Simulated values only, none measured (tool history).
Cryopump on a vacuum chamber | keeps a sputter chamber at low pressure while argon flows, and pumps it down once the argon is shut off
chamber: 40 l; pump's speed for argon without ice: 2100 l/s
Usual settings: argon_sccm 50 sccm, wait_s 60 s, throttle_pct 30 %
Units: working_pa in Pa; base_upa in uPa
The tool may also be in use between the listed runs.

run	hour	argon_sccm	wait_s	throttle_pct	working_pa	base_upa
1	0.0	50	60	30	0.1382	0.94
2	11.5	50	60	30	0.1393	0.92
3	19.1	50	60	30	0.1377	0.93
4	33.5	50	60	30	0.1397	0.95
5	41.0	50	60	30	0.1385	0.92
6	49.2	50	60	19	0.2169	0.93
7	55.5	50	60	19	0.2151	0.97
8	66.1	57	60	30	0.1581	0.99
9	77.3	50	60	30	0.1399	0.97
10	88.5	50	60	32	0.1303	0.97
11	95.3	50	267	32	0.1312	0.44
12	108.8	50	24	30	0.1396	2.01
13	117.4	50	24	30	0.1388	1.99
14	124.4	50	24	30	0.1384	1.99
15	134.1	47	26	15	0.2574	1.82
16	141.6	47	26	15	0.2583	1.83
17	156.5	82	26	15	0.4511	1.86
18	169.9	50	60	52	0.0839	0.96
19	183.5	50	70	52	0.0849	0.86
20	195.9	50	70	52	0.0839	0.89
21	208.1	50	161	30	0.1413	0.58
22	222.9	50	62	30	0.1417	0.99
23	237.5	50	62	30	0.1399	0.98
24	246.2	54	248	30	0.1526	0.47
25	252.9	22	53	30	0.0623	1.08

Forecast each of these 4 alternatives for the next run:
A	261.1	46	53	30	?	?
B	261.1	50	60	34	?	?
C	261.1	33	173	46	?	?
D	261.1	30	76	26	?	?

run	working_pa	base_upa
A	0.1297	1.08
B	0.1254	1.02
C	0.0615	0.54
D	0.0978	0.85
Without the tool's hidden state the same runs would have given:
run	working_pa	base_upa
A	0.1230	0.89
B	0.1180	0.83
C	0.0566	0.35
D	0.0934	0.66
